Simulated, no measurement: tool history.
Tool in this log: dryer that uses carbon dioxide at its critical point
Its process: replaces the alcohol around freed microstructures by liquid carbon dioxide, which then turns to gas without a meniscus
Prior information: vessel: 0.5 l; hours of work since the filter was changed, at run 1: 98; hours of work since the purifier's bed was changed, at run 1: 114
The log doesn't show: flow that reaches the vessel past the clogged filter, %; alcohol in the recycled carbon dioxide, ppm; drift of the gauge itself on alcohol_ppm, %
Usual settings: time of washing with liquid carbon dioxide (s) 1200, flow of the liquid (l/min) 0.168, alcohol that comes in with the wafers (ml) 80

run,day,time of washing with liquid carbon dioxide (s),flow of the liquid (l/min),alcohol that comes in with the wafers (ml),hours of work since the filter was changed,hours of work since the purifier's bed was changed,alcohol left in the vessel before it's heated (ppm by volume)
1,0,1200,0.168,80,98,114,1033
2,1.342,1200,0.168,80,108,125,1047
3,2.442,1200,0.168,80,117,133,1029
4,3.642,1200,0.168,80,126,142,1049
5,4.662,1200,0.168,80,134,150,1056
6,5.988,1200,0.168,80,144,160,1040
7,7.35,1200,0.168,80,155,171,1054
8,8.546,1200,0.168,80,164,180,1083
9,9.192,1680,0.168,80,169,185,172
10,9.754,1200,0.168,49,173,189,679
11,10.375,1200,0.126,49,178,194,2318
12,11.629,1200,0.126,49,187,203,2428
13,12.508,1200,0.126,49,194,210,2404
14,13.892,1200,0.126,49,205,221,2429
15,15.008,1200,0.168,80,213,229,1136
16,16.183,1200,0.168,80,222,238,1129
17,17.246,1200,0.151,80,230,247,1880
18,18.583,1200,0.151,80,241,257,1838
19,19.538,1140,0.151,80,248,264,2344
20,20.521,1200,0.168,54,256,272,799
21,21.833,1200,0.168,54,266,282,801
22,23.217,1200,0.248,80,276,292,151
23,24.329,1200,0.248,80,285,301,151
24,25.433,1200,0.168,80,293,309,1225
25,26.292,1500,0.25,80,300,316,57
26,27.45,1500,0.132,72,309,325,1284
27,28.179,960,0.258,98,314,330,490
28,29.196,1380,0.196,97,322,338,308
29,30.262,780,0.199,87,330,346,4044
30,31.067,780,0.199,87,336,353,4079
31,32.362,720,0.199,111,346,362,7016
32,33.346,1140,0.193,80,354,370,836
33,34.029,1380,0.145,77,359,375,1360
34,34.592,1380,0.145,77,363,380,1315
35,35.646,1380,0.191,25,372,388,144
36,36.875,1260,0.115,27,381,397,1781
37,37.617,1260,0.115,27,387,403,1759
38,38.175,1260,0.115,27,391,407,1808
39,39.142,1200,0.13,80,398,414,4079
40,39.733,1200,0.13,80,403,419,4029
41,41.071,1140,0.153,30,413,429,992
42,42.271,1140,0.153,30,422,439,1022
43,43.538,1140,0.153,30,432,448,1007
44,44.821,780,0.128,34,442,458,6632
45,46.138,1080,0.103,33,452,468,4980
46,47.05,900,0.217,73,459,475,1488
47,47.896,1200,0.168,36,466,482,672

Alternative continuations, all from the tool just after run 47; predict every row:
A,49.029,1200,0.168,56,474,490,?
B,49.029,1200,0.11,97,474,490,?
C,49.029,960,0.108,62,474,490,?
D,49.029,1200,0.102,105,474,490,?

run,alcohol left in the vessel before it's heated (ppm by volume)
A,1017
B,8942
C,11214
D,12006
With the hidden condition removed and each run's random variation left untouched, the same runs would have given:
run,alcohol left in the vessel before it's heated (ppm by volume)
A,623
B,6733
C,8972
D,9245
